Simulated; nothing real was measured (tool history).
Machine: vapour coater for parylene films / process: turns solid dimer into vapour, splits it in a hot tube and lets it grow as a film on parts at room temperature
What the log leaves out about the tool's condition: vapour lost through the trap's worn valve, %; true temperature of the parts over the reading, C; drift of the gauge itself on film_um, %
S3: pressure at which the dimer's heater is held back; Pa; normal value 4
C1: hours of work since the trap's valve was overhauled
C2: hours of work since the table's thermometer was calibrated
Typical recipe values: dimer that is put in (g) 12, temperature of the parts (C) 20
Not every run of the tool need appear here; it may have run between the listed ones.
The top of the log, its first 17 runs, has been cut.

{"run": 18, "hour": 313.8, "dimer that is put in (g)": 12, "temperature of the parts (C)": 17, "S3": 4, "C1": 39, "C2": 1045, "thickness of the film (um)": 10.13}
{"run": 19, "hour": 333.6, "dimer that is put in (g)": 8, "temperature of the parts (C)": 17, "S3": 4, "C1": 56, "C2": 1062, "thickness of the film (um)": 6.73}
{"run": 20, "hour": 359.0, "dimer that is put in (g)": 8, "temperature of the parts (C)": 15, "S3": 4, "C1": 78, "C2": 1084, "thickness of the film (um)": 7.24}
{"run": 21, "hour": 384.3, "dimer that is put in (g)": 15, "temperature of the parts (C)": 20, "S3": 9.79, "C1": 100, "C2": 1106, "thickness of the film (um)": 10.32}
{"hour": 387.3, "done": "table's thermometer calibrated"}
{"run": 22, "hour": 400.0, "dimer that is put in (g)": 15, "temperature of the parts (C)": 20, "S3": 9.79, "C1": 113, "C2": 11, "thickness of the film (um)": 10.32}
{"run": 23, "hour": 423.7, "dimer that is put in (g)": 12, "temperature of the parts (C)": 15, "S3": 2.62, "C1": 133, "C2": 32, "thickness of the film (um)": 10.95}
{"run": 24, "hour": 442.2, "dimer that is put in (g)": 17, "temperature of the parts (C)": 30, "S3": 5.07, "C1": 149, "C2": 48, "thickness of the film (um)": 8.67}
{"hour": 456.9, "done": "table's thermometer calibrated, once more"}
{"run": 25, "hour": 466.1, "dimer that is put in (g)": 6, "temperature of the parts (C)": 31, "S3": 11.72, "C1": 169, "C2": 8, "thickness of the film (um)": 2.64}
{"run": 26, "hour": 477.0, "dimer that is put in (g)": 6, "temperature of the parts (C)": 30, "S3": 4, "C1": 179, "C2": 17, "thickness of the film (um)": 3.03}
{"run": 27, "hour": 487.7, "dimer that is put in (g)": 5, "temperature of the parts (C)": 24, "S3": 3.09, "C1": 188, "C2": 27, "thickness of the film (um)": 3.1}
{"run": 28, "hour": 511.3, "dimer that is put in (g)": 12, "temperature of the parts (C)": 21, "S3": 3.99, "C1": 208, "C2": 47, "thickness of the film (um)": 7.96}
{"run": 29, "hour": 527.0, "dimer that is put in (g)": 7, "temperature of the parts (C)": 14, "S3": 3.72, "C1": 222, "C2": 61, "thickness of the film (um)": 5.79}
{"run": 30, "hour": 537.2, "dimer that is put in (g)": 7, "temperature of the parts (C)": 14, "S3": 3.72, "C1": 231, "C2": 70, "thickness of the film (um)": 5.84}
{"run": 31, "hour": 562.2, "dimer that is put in (g)": 12, "temperature of the parts (C)": 16, "S3": 7.85, "C1": 253, "C2": 91, "thickness of the film (um)": 8.66}
{"run": 32, "hour": 584.5, "dimer that is put in (g)": 5, "temperature of the parts (C)": 20, "S3": 4, "C1": 272, "C2": 111, "thickness of the film (um)": 3.35}
{"run": 33, "hour": 606.8, "dimer that is put in (g)": 5, "temperature of the parts (C)": 20, "S3": 4, "C1": 291, "C2": 130, "thickness of the film (um)": 3.26}
{"run": 34, "hour": 621.5, "dimer that is put in (g)": 6, "temperature of the parts (C)": 20, "S3": 3.56, "C1": 304, "C2": 143, "thickness of the film (um)": 3.99}
{"hour": 627.8, "done": "trap's valve overhauled"}
{"run": 35, "hour": 636.9, "dimer that is put in (g)": 20, "temperature of the parts (C)": 20, "S3": 4, "C1": 8, "C2": 153, "thickness of the film (um)": 15.26}
{"run": 36, "hour": 654.4, "dimer that is put in (g)": 20, "temperature of the parts (C)": 20, "S3": 4, "C1": 23, "C2": 168, "thickness of the film (um)": 15.23}
{"run": 37, "hour": 679.0, "dimer that is put in (g)": 7, "temperature of the parts (C)": 31, "S3": 2.2, "C1": 44, "C2": 189, "thickness of the film (um)": 3.8}
{"run": 38, "hour": 695.6, "dimer that is put in (g)": 13, "temperature of the parts (C)": 12, "S3": 2.45, "C1": 59, "C2": 204, "thickness of the film (um)": 13.26}

Predict each of these 4 candidate next runs independently; none follows another, all start after run 38:
{"run": "A", "hour": 707.6, "dimer that is put in (g)": 9, "temperature of the parts (C)": 23, "S3": 2.45, "C1": 69, "C2": 214, "thickness of the film (um)": "?"}
{"run": "B", "hour": 707.6, "dimer that is put in (g)": 12, "temperature of the parts (C)": 12, "S3": 2.45, "C1": 69, "C2": 214, "thickness of the film (um)": "?"}
{"run": "C", "hour": 707.6, "dimer that is put in (g)": 9, "temperature of the parts (C)": 14, "S3": 4.92, "C1": 69, "C2": 214, "thickness of the film (um)": "?"}
{"run": "D", "hour": 707.6, "dimer that is put in (g)": 12, "temperature of the parts (C)": 20, "S3": 2.55, "C1": 69, "C2": 214, "thickness of the film (um)": "?"}

run=A thickness_of_the_film_(um)=6.36
run=B thickness_of_the_film_(um)=12.21
run=C thickness_of_the_film_(um)=8.04
run=D thickness_of_the_film_(um)=9.26
The same runs, with their run-to-run variation unchanged, on a tool lacking any hidden condition would have given:
run=A thickness_of_the_film_(um)=6.54
run=B thickness_of_the_film_(um)=12.55
run=C thickness_of_the_film_(um)=8.27
run=D thickness_of_the_film_(um)=9.52
